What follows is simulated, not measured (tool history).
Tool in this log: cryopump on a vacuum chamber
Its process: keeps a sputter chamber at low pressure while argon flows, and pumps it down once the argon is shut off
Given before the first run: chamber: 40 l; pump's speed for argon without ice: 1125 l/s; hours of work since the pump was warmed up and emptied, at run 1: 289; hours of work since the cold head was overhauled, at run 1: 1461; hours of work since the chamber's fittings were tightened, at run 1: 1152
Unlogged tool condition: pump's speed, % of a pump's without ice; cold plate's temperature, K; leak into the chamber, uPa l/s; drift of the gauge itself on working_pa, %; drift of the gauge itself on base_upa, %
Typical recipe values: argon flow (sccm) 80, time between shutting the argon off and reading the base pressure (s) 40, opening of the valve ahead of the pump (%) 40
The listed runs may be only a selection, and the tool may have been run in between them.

run      day  argon flow (sccm)  time between shutting the argon off and reading the base pressure (s)  opening of the valve ahead of the pump (%)  hours of work since the pump was warmed up and emptied  hours of work since the cold head was overhauled  hours of work since the chamber's fittings were tightened  pressure while argon flows (Pa)  pressure after the wait (uPa)
  1        0                 80                                                                     40                                          40                                                     289                                              1461                                                       1152                           0.3195                           5.72
  2    2.479                 80                                                                     40                                          40                                                     323                                              1495                                                       1185                           0.3218                           6.05
  3    6.825                 80                                                                     40                                          40                                                     382                                              1554                                                       1245                           0.3276                           6.28
  4   10.196                 80                                                                     40                                          40                                                     428                                              1600                                                       1291                           0.3305                            6.6
  5    12.95                 80                                                                     40                                          40                                                     466                                              1637                                                       1328                           0.3343                            6.7
  6   15.379                 80                                                                     40                                          40                                                     499                                              1670                                                       1361                           0.3376                           6.63
      19.258  -- pump warmed up, emptied and cooled again
  7   19.412                 80                                                                     40                                          40                                                       2                                              1723                                                       1413                           0.3027                           6.11
  8   23.354                 80                                                                     98                                          40                                                      56                                              1776                                                       1467                           0.3072                           4.48
      25.238  -- leaking fittings of the chamber tightened, without venting
  9   27.446                 80                                                                     98                                          40                                                     110                                              1831                                                         30                           0.3109                           1.49
 10   30.529                 80                                                                     63                                          40                                                     152                                              1873                                                         72                           0.3107                           2.15
 11   35.858                 80                                                                     63                                          40                                                     225                                              1946                                                        145                           0.3195                           2.39
 12   40.488                 80                                                                     40                                          18                                                     288                                              2009                                                        208                           0.6923                           3.49
 13   44.679                 80                                                                     40                                          27                                                     345                                              2066                                                        265                           0.4754                           3.66
 14   46.912                 80                                                                     40                                          27                                                     376                                              2096                                                        295                            0.475                           3.74
 15   50.338                 80                                                                     40                                          27                                                     422                                              2143                                                        342                           0.4831                           3.96
 16   54.508                 80                                                                     40                                          40                                                     479                                              2200                                                        399                           0.3413                           4.19
 17   58.983                 80                                                                     40                                          40                                                     540                                              2261                                                        460                           0.3494                           4.46
      59.471  -- pump warmed up, emptied and cooled again
 18   61.729                 80                                                                     40                                          40                                                      31                                              2295                                                        494                           0.3037                           3.98
 19   66.771                 92                                                                    256                                          40                                                      99                                              2364                                                        563                           0.3569                            1.9
 20   69.538                 92                                                                    256                                          40                                                     137                                              2402                                                        601                           0.3605                           2.03
 21   73.217                 80                                                                     49                                          31                                                     187                                              2452                                                        651                           0.4026                           4.17
 22   75.704                 80                                                                     49                                          31                                                     221                                              2486                                                        685                           0.4061                            4.1
 23   80.958                 80                                                                     49                                          31                                                     293                                              2557                                                        756                           0.4126                           4.37
 24   83.662                 80                                                                     24                                          31                                                     330                                              2594                                                        793                           0.4148                           6.76
 25   87.188                 80                                                                    291                                          49                                                     378                                              2642                                                        841                           0.2782                           2.89
 26   90.562                 94                                                                     34                                          49                                                     424                                              2688                                                        887                           0.3335                            5.8
 27   93.104                 44                                                                    122                                          46                                                     458                                              2723                                                        922                           0.1658                           3.68
 28   97.254                 44                                                                    122                                          46                                                     515                                              2779                                                        979                           0.1694                           3.91
       99.65  -- pump warmed up, emptied and cooled again
 29    101.3                 78                                                                     40                                          40                                                      22                                              2832                                                       1031                           0.2983                           5.22
 30  104.392                 78                                                                     40                                          40                                                      65                                              2874                                                       1073                           0.2964                           5.22
 31  108.921                 74                                                                    230                                          23                                                     126                                              2936                                                       1135                           0.4912                           3.24
 32  114.338                120                                                                    107                                          43                                                     200                                              3009                                                       1209                           0.4407                           3.98
 33  117.775                 86                                                                    112                                          43                                                     247                                              3056                                                       1255                           0.3214                           4.18
 34  122.479                 80                                                                     40                                          20                                                     311                                              3120                                                       1319                           0.6235                           6.05

Hidden state at the last listed run before each entry between runs and at the first one after, where it differs:
Run 6 -> run 7: pump warmed up, emptied and cooled again (day 19.258)
  pump's speed, % of a pump's without ice: 76.9 -> 99.4; cold plate's temperature, K: 12.6 -> 12.62; leak into the chamber, uPa l/s: 3532 -> 3646
  difference, measured minus the result without the unlogged condition, pressure while argon flows (Pa): +0.038 -> +0.0022; pressure after the wait (uPa): +3.75 -> +3.1
Run 8 -> run 9: leaking fittings of the chamber tightened, without venting (day 25.238)
  pump's speed, % of a pump's without ice: 96.7 -> 93.9; cold plate's temperature, K: 12.63 -> 12.64; leak into the chamber, uPa l/s: 3766 -> 396
  difference, measured minus the result without the unlogged condition, pressure while argon flows (Pa): +0.0058 -> +0.0095; pressure after the wait (uPa): +3.16 -> +0.11
Run 17 -> run 18: pump warmed up, emptied and cooled again (day 59.471)
  pump's speed, % of a pump's without ice: 72.1 -> 97.9; cold plate's temperature, K: 12.72 -> 12.73; leak into the chamber, uPa l/s: 1357 -> 1433
  difference, measured minus the result without the unlogged condition, pressure while argon flows (Pa): +0.0489 -> +0.0043; pressure after the wait (uPa): +1.45 -> +1.04
Run 28 -> run 29: pump warmed up, emptied and cooled again (day 99.65)
  pump's speed, % of a pump's without ice: 73 -> 98.6; cold plate's temperature, K: 12.83 -> 12.84; leak into the chamber, uPa l/s: 2505 -> 2625
  difference, measured minus the result without the unlogged condition, pressure while argon flows (Pa): +0.0259 -> +0.0036; pressure after the wait (uPa): +2.78 -> +2.22
